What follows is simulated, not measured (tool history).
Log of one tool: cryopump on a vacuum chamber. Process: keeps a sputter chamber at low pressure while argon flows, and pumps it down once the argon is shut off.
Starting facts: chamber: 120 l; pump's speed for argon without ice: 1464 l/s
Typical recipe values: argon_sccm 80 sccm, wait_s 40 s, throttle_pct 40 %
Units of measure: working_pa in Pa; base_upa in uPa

| run | hour | argon_sccm | wait_s | throttle_pct | working_pa | base_upa |
|---|---|---|---|---|---|---|
| 1 | 0.0 | 80 | 40 | 40 | 0.2341 | 2.08 |
| 2 | 29.1 | 80 | 40 | 40 | 0.2353 | 2.08 |
| 3 | 53.1 | 73 | 40 | 40 | 0.2145 | 2.13 |
| 4 | 77.5 | 73 | 40 | 40 | 0.2159 | 2.18 |
| 5 | 108.7 | 80 | 30 | 40 | 0.2339 | 2.58 |
| 6 | 122.1 | 80 | 30 | 40 | 0.2370 | 2.57 |
| 7 | 139.6 | 80 | 40 | 40 | 0.2385 | 2.22 |
| 8 | 157.5 | 80 | 40 | 40 | 0.2358 | 2.27 |

Expected results for the next run?
| 9 | 181.3 | 80 | 40 | 40 | ? | ? |

{"run 9": {"working_pa": 0.2391, "base_upa": 2.23}}
Take away the tool's hidden state, keep the run-to-run variation as it was, and the same run would have given working_pa 0.2320 Pa, base_upa 1.46 uPa.
